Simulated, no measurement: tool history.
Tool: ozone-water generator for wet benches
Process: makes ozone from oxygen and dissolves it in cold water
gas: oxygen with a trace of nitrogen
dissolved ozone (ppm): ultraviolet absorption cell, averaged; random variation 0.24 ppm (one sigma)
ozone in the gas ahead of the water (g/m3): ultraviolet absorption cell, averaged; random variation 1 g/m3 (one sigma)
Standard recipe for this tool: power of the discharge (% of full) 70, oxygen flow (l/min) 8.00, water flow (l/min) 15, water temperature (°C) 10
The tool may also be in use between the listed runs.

run	hour	power of the discharge (% of full)	oxygen flow (l/min)	water flow (l/min)	water temperature (°C)	dissolved ozone (ppm)	ozone in the gas ahead of the water (g/m3)
1	0.0	70	8.00	15	10	36.1	181.8
2	54.7	70	8.00	15	10	36.3	183.3
3	141.3	70	8.00	15	10	36.2	184.7
4	192.0	70	9.71	15	10	35.2	164.7
5	246.6	70	9.71	15	10	35.1	163.8
6	343.7	70	9.71	15	10	34.8	164.8
7	388.9	70	9.71	15	10	35.1	164.4
8	450.2	70	9.71	15	10	35.0	163.8
9	546.3	70	13.95	15	10	32.5	132.5
10	627.8	100	8.00	15	10	49.7	250.1
11	722.0	100	8.00	15	10	49.4	251.3
12	771.2	70	8.00	15	10	35.9	181.2
13	821.6	70	8.00	15	10	36.2	183.7
14	862.4	92	8.00	15	10	46.0	232.9
15	947.1	70	8.00	15	10	36.5	181.7
16	1042.7	70	8.00	15	10	35.7	183.3
17	1101.4	70	8.00	15	10	35.9	182.2
18	1193.4	70	8.00	9	10	48.8	181.9
19	1248.7	70	8.00	10	9	47.9	182.9
20	1298.0	58	8.00	10	9	40.0	154.1
21	1348.0	93	7.17	17	10	43.3	246.8
22	1413.6	93	7.17	17	10	43.0	250.6
23	1499.8	45	8.00	15	11	24.3	122.8
24	1587.6	70	8.00	15	5	39.6	182.9
25	1643.2	70	8.00	15	5	39.5	183.2
26	1715.1	94	8.00	15	8	48.7	236.3
27	1786.3	94	8.00	13	7	54.8	235.6
28	1865.1	94	8.00	13	7	54.4	235.8
29	1917.4	94	8.00	13	7	54.7	236.9
30	1971.1	94	8.00	13	7	54.6	236.4
31	2011.2	54	8.00	9	10	38.5	143.7
32	2073.5	54	8.00	9	10	38.2	144.3
33	2114.1	66	8.00	15	5	37.5	173.3

The log once held 1 entry between its listed runs, left out of this copy. Where does each go, and what is different about the tool's unlogged condition between the listed run before it and the listed run after it?
Run 19 -> run 20: water thermometer calibrated (hour 1293.3)
  no hidden state differs between the two runs

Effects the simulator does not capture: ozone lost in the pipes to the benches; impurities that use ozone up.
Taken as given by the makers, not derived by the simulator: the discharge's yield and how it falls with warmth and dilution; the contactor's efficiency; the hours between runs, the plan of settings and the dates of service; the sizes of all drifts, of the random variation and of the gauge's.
